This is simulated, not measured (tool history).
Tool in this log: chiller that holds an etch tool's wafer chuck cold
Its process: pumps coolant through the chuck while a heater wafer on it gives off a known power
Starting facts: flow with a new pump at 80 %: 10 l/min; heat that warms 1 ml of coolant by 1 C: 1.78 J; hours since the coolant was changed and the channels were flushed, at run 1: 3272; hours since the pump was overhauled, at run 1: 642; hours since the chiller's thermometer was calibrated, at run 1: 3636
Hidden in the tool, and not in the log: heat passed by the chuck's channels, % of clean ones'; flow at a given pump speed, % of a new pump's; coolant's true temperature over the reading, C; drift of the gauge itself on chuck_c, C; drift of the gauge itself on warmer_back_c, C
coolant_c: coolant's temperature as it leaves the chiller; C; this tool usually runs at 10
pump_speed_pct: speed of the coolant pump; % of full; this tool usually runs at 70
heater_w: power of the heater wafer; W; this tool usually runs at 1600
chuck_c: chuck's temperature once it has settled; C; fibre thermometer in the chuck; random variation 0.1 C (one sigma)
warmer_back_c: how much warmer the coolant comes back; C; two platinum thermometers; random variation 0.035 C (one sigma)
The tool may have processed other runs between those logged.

run	day	coolant_c	pump_speed_pct	heater_w	hours since the coolant was changed and the channels were flushed	hours since the pump was overhauled	hours since the chiller's thermometer was calibrated	chuck_c	warmer_back_c
1	0.000	10	70	1600	3272	642	3636	31.9	6.16
# day 0.700: chiller's thermometer calibrated
2	1.412	10	77	1600	3305	675	17	31.1	5.58
3	2.279	10	70	1600	3325	696	38	32.1	6.11
4	3.096	10	93	1600	3345	716	58	29.0	4.56
5	4.558	10	70	1600	3380	751	93	32.2	6.09
6	5.525	10	70	1600	3403	774	116	32.1	6.13
7	7.029	10	70	1600	3439	810	152	32.1	6.10
8	8.012	10	70	1600	3463	834	176	31.9	5.98
9	9.138	10	70	1600	3490	861	203	32.1	6.03
10	10.483	10	70	1600	3522	893	235	32.2	5.91
11	11.371	10	70	1600	3544	914	256	32.2	5.88
12	12.229	10	77	1600	3564	935	277	31.1	5.34
13	13.312	10	77	1600	3590	961	303	30.8	5.35
14	14.088	10	77	1600	3609	979	321	31.0	5.31
15	14.992	10	77	1600	3630	1001	343	31.0	5.28
16	15.862	10	77	1600	3651	1022	364	31.0	5.26
17	17.333	10	77	1600	3687	1057	399	31.0	5.22
# day 17.742: gauge calibrated
18	17.983	10	64	1525	3702	1073	415	32.0	6.48
19	19.025	10	64	1525	3727	1098	440	32.3	6.41
20	20.533	10	64	1525	3764	1134	476	32.3	6.41
21	21.596	6	96	1600	3789	1160	502	24.7	4.42
22	22.683	15	66	1735	3815	1186	528	39.8	6.99
23	24.167	9	76	1491	3851	1221	563	28.6	5.16
24	25.712	9	76	1491	3888	1258	600	28.6	5.12
25	26.575	9	76	1491	3909	1279	621	28.9	5.07
26	27.458	9	76	1491	3930	1300	642	28.8	5.16
27	28.283	0	80	1600	3950	1320	662	20.6	5.09
28	29.829	17	91	1600	3987	1357	699	36.3	4.48
29	31.146	11	60	961	4018	1389	731	25.5	4.02

What will run 30 give?
30	32.721	11	60	1281	4056	1427	769	?	?

{"run 30": {"chuck_c": 30.1, "warmer_back_c": 5.42}}
With the hidden condition absent and the run-to-run variation left alone, this run would have shown chuck_c 30.1 C, warmer_back_c 5.76 C.
